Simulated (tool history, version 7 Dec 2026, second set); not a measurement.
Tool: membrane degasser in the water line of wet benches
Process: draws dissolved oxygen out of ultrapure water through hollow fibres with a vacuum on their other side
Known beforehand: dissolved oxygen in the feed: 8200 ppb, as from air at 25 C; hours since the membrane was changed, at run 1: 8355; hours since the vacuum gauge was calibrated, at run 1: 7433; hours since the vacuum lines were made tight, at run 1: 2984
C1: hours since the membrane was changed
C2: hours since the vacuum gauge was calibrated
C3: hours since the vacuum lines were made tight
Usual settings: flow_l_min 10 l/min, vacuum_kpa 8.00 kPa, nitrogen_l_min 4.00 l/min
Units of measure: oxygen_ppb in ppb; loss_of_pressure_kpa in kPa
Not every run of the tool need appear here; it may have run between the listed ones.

run 1 hour=0.0 | flow_l_min=10 vacuum_kpa=8.00 nitrogen_l_min=4.00 | C1=8355 C2=7433 C3=2984 | oxygen_ppb=45.3 loss_of_pressure_kpa=49.45
-- hour=117.7 vacuum gauge calibrated
run 2 hour=157.5 | flow_l_min=10 vacuum_kpa=8.00 nitrogen_l_min=4.00 | C1=8512 C2=40 C3=3141 | oxygen_ppb=47.3 loss_of_pressure_kpa=49.39
run 3 hour=318.8 | flow_l_min=7 vacuum_kpa=8.00 nitrogen_l_min=4.00 | C1=8673 C2=201 C3=3302 | oxygen_ppb=23.3 loss_of_pressure_kpa=34.51
run 4 hour=416.1 | flow_l_min=7 vacuum_kpa=8.00 nitrogen_l_min=4.00 | C1=8770 C2=298 C3=3399 | oxygen_ppb=23.6 loss_of_pressure_kpa=34.54
run 5 hour=574.5 | flow_l_min=7 vacuum_kpa=8.00 nitrogen_l_min=4.00 | C1=8929 C2=457 C3=3558 | oxygen_ppb=23.2 loss_of_pressure_kpa=34.22
run 6 hour=751.9 | flow_l_min=9 vacuum_kpa=8.00 nitrogen_l_min=4.00 | C1=9106 C2=634 C3=3735 | oxygen_ppb=37.7 loss_of_pressure_kpa=43.65
run 7 hour=900.3 | flow_l_min=9 vacuum_kpa=8.00 nitrogen_l_min=4.00 | C1=9255 C2=783 C3=3884 | oxygen_ppb=36.0 loss_of_pressure_kpa=44.14
run 8 hour=1081.6 | flow_l_min=10 vacuum_kpa=8.00 nitrogen_l_min=11.03 | C1=9436 C2=964 C3=4065 | oxygen_ppb=26.9 loss_of_pressure_kpa=48.93
run 9 hour=1195.7 | flow_l_min=10 vacuum_kpa=8.00 nitrogen_l_min=11.03 | C1=9550 C2=1078 C3=4179 | oxygen_ppb=26.4 loss_of_pressure_kpa=48.92
run 10 hour=1372.4 | flow_l_min=10 vacuum_kpa=8.00 nitrogen_l_min=11.03 | C1=9727 C2=1255 C3=4356 | oxygen_ppb=27.7 loss_of_pressure_kpa=48.76
run 11 hour=1565.6 | flow_l_min=8 vacuum_kpa=8.00 nitrogen_l_min=4.00 | C1=9920 C2=1448 C3=4549 | oxygen_ppb=29.2 loss_of_pressure_kpa=38.95
run 12 hour=1745.9 | flow_l_min=8 vacuum_kpa=8.00 nitrogen_l_min=2.31 | C1=10100 C2=1628 C3=4729 | oxygen_ppb=45.0 loss_of_pressure_kpa=38.83
-- hour=1764.3 seals of the vacuum lines changed
run 13 hour=1946.4 | flow_l_min=8 vacuum_kpa=8.00 nitrogen_l_min=2.31 | C1=10299 C2=1827 C3=182 | oxygen_ppb=46.3 loss_of_pressure_kpa=38.86
run 14 hour=2080.2 | flow_l_min=8 vacuum_kpa=10.38 nitrogen_l_min=4.16 | C1=10433 C2=1960 C3=316 | oxygen_ppb=38.8 loss_of_pressure_kpa=39.00
run 15 hour=2300.0 | flow_l_min=9 vacuum_kpa=7.20 nitrogen_l_min=1.94 | C1=10652 C2=2180 C3=536 | oxygen_ppb=54.4 loss_of_pressure_kpa=43.67
run 16 hour=2445.2 | flow_l_min=9 vacuum_kpa=7.20 nitrogen_l_min=1.94 | C1=10798 C2=2326 C3=681 | oxygen_ppb=54.1 loss_of_pressure_kpa=43.74
run 17 hour=2659.1 | flow_l_min=8 vacuum_kpa=11.51 nitrogen_l_min=2.20 | C1=11012 C2=2539 C3=895 | oxygen_ppb=78.3 loss_of_pressure_kpa=38.89
run 18 hour=2860.2 | flow_l_min=8 vacuum_kpa=11.51 nitrogen_l_min=2.20 | C1=11213 C2=2741 C3=1096 | oxygen_ppb=78.8 loss_of_pressure_kpa=38.73
run 19 hour=2987.1 | flow_l_min=10 vacuum_kpa=14.73 nitrogen_l_min=4.00 | C1=11339 C2=2867 C3=1223 | oxygen_ppb=87.8 loss_of_pressure_kpa=47.93
run 20 hour=3164.0 | flow_l_min=10 vacuum_kpa=8.00 nitrogen_l_min=2.79 | C1=11516 C2=3044 C3=1400 | oxygen_ppb=58.6 loss_of_pressure_kpa=48.18
run 21 hour=3384.1 | flow_l_min=10 vacuum_kpa=9.93 nitrogen_l_min=7.49 | C1=11736 C2=3264 C3=1620 | oxygen_ppb=39.3 loss_of_pressure_kpa=48.10

Alternative continuations, all from the tool just after run 21; predict every row:
run A hour=3509.7 | flow_l_min=10 vacuum_kpa=6.34 nitrogen_l_min=2.46 | C1=11862 C2=3390 C3=1745 | oxygen_ppb=? loss_of_pressure_kpa=?
run B hour=3509.7 | flow_l_min=10 vacuum_kpa=15.40 nitrogen_l_min=4.78 | C1=11862 C2=3390 C3=1745 | oxygen_ppb=? loss_of_pressure_kpa=?
run C hour=3509.7 | flow_l_min=13 vacuum_kpa=8.00 nitrogen_l_min=4.00 | C1=11862 C2=3390 C3=1745 | oxygen_ppb=? loss_of_pressure_kpa=?
run D hour=3509.7 | flow_l_min=9 vacuum_kpa=11.85 nitrogen_l_min=5.16 | C1=11862 C2=3390 C3=1745 | oxygen_ppb=? loss_of_pressure_kpa=?
run E hour=3509.7 | flow_l_min=8 vacuum_kpa=8.00 nitrogen_l_min=4.00 | C1=11862 C2=3390 C3=1745 | oxygen_ppb=? loss_of_pressure_kpa=?

run=A oxygen_ppb=46.0 loss_of_pressure_kpa=47.98
run=B oxygen_ppb=78.0 loss_of_pressure_kpa=48.12
run=C oxygen_ppb=88.2 loss_of_pressure_kpa=62.58
run=D oxygen_ppb=47.2 loss_of_pressure_kpa=43.23
run=E oxygen_ppb=28.9 loss_of_pressure_kpa=38.39
With the hidden condition removed and each run's random variation left untouched, the same runs would have given:
run=A oxygen_ppb=45.7 loss_of_pressure_kpa=49.23
run=B oxygen_ppb=77.7 loss_of_pressure_kpa=49.37
run=C oxygen_ppb=87.7 loss_of_pressure_kpa=64.20
run=D oxygen_ppb=47.1 loss_of_pressure_kpa=44.35
run=E oxygen_ppb=28.8 loss_of_pressure_kpa=39.39
